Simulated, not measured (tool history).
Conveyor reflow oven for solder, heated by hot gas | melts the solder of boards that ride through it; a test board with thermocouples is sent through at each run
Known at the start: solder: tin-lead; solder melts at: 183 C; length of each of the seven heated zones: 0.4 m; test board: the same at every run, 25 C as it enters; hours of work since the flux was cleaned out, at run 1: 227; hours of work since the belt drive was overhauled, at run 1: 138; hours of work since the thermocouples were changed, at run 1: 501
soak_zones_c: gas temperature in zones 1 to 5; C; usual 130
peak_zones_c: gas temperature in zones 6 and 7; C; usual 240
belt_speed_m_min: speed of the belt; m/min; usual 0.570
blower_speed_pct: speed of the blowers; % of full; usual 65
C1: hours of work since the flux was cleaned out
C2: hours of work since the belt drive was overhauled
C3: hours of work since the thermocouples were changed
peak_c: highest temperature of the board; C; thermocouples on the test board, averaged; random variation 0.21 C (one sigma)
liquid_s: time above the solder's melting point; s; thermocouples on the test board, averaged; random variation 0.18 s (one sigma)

{"run": 1, "hour": 0.0, "soak_zones_c": 130, "peak_zones_c": 240, "belt_speed_m_min": 0.57, "blower_speed_pct": 65, "C1": 227, "C2": 138, "C3": 501, "peak_c": 218.3, "liquid_s": 60.5}
{"run": 2, "hour": 24.8, "soak_zones_c": 130, "peak_zones_c": 240, "belt_speed_m_min": 0.663, "blower_speed_pct": 65, "C1": 240, "C2": 150, "C3": 514, "peak_c": 212.1, "liquid_s": 46.4}
{"run": 3, "hour": 66.2, "soak_zones_c": 130, "peak_zones_c": 240, "belt_speed_m_min": 0.663, "blower_speed_pct": 65, "C1": 261, "C2": 172, "C3": 535, "peak_c": 212.2, "liquid_s": 46.1}
{"run": 4, "hour": 86.1, "soak_zones_c": 130, "peak_zones_c": 240, "belt_speed_m_min": 0.663, "blower_speed_pct": 65, "C1": 271, "C2": 182, "C3": 545, "peak_c": 211.6, "liquid_s": 45.6}
{"run": 5, "hour": 127.5, "soak_zones_c": 130, "peak_zones_c": 240, "belt_speed_m_min": 0.57, "blower_speed_pct": 65, "C1": 292, "C2": 203, "C3": 566, "peak_c": 217.8, "liquid_s": 59.9}
{"run": 6, "hour": 149.5, "soak_zones_c": 130, "peak_zones_c": 240, "belt_speed_m_min": 0.645, "blower_speed_pct": 65, "C1": 304, "C2": 214, "C3": 578, "peak_c": 212.6, "liquid_s": 48.2}
{"hour": 156.2, "done": "flux residue cleaned out of gas plates and filters"}
{"run": 7, "hour": 190.5, "soak_zones_c": 139, "peak_zones_c": 240, "belt_speed_m_min": 0.502, "blower_speed_pct": 51, "C1": 17, "C2": 232, "C3": 596, "peak_c": 219.6, "liquid_s": 74.2}
{"run": 8, "hour": 217.7, "soak_zones_c": 130, "peak_zones_c": 231, "belt_speed_m_min": 0.67, "blower_speed_pct": 65, "C1": 31, "C2": 246, "C3": 610, "peak_c": 203.2, "liquid_s": 35.7}
{"run": 9, "hour": 248.5, "soak_zones_c": 130, "peak_zones_c": 240, "belt_speed_m_min": 0.57, "blower_speed_pct": 66, "C1": 47, "C2": 262, "C3": 625, "peak_c": 216.5, "liquid_s": 59.4}
{"run": 10, "hour": 272.3, "soak_zones_c": 130, "peak_zones_c": 234, "belt_speed_m_min": 0.529, "blower_speed_pct": 54, "C1": 59, "C2": 274, "C3": 638, "peak_c": 211.5, "liquid_s": 58.1}
{"hour": 280.8, "done": "flux residue cleaned out of gas plates and filters, once more"}
{"run": 11, "hour": 311.8, "soak_zones_c": 130, "peak_zones_c": 234, "belt_speed_m_min": 0.532, "blower_speed_pct": 70, "C1": 16, "C2": 292, "C3": 655, "peak_c": 218.9, "liquid_s": 67.1}

4 ways to go on from here, each from the tool as it stands after run 11. What would each give?
{"run": "A", "hour": 351.9, "soak_zones_c": 130, "peak_zones_c": 240, "belt_speed_m_min": 0.477, "blower_speed_pct": 65, "C1": 36, "C2": 312, "C3": 676, "peak_c": "?", "liquid_s": "?"}
{"run": "B", "hour": 351.9, "soak_zones_c": 130, "peak_zones_c": 240, "belt_speed_m_min": 0.58, "blower_speed_pct": 62, "C1": 36, "C2": 312, "C3": 676, "peak_c": "?", "liquid_s": "?"}
{"run": "C", "hour": 351.9, "soak_zones_c": 118, "peak_zones_c": 240, "belt_speed_m_min": 0.63, "blower_speed_pct": 88, "C1": 36, "C2": 312, "C3": 676, "peak_c": "?", "liquid_s": "?"}
{"run": "D", "hour": 351.9, "soak_zones_c": 140, "peak_zones_c": 243, "belt_speed_m_min": 0.532, "blower_speed_pct": 70, "C1": 36, "C2": 312, "C3": 676, "peak_c": "?", "liquid_s": "?"}

run=A peak_c=226.1 liquid_s=81.5
run=B peak_c=218.7 liquid_s=60.3
run=C peak_c=219.8 liquid_s=53.7
run=D peak_c=228.3 liquid_s=77.6
Without the tool's hidden state the same runs would have given:
run=A peak_c=226.6 liquid_s=81.3
run=B peak_c=219.2 liquid_s=60.3
run=C peak_c=220.4 liquid_s=53.9
run=D peak_c=228.8 liquid_s=77.4
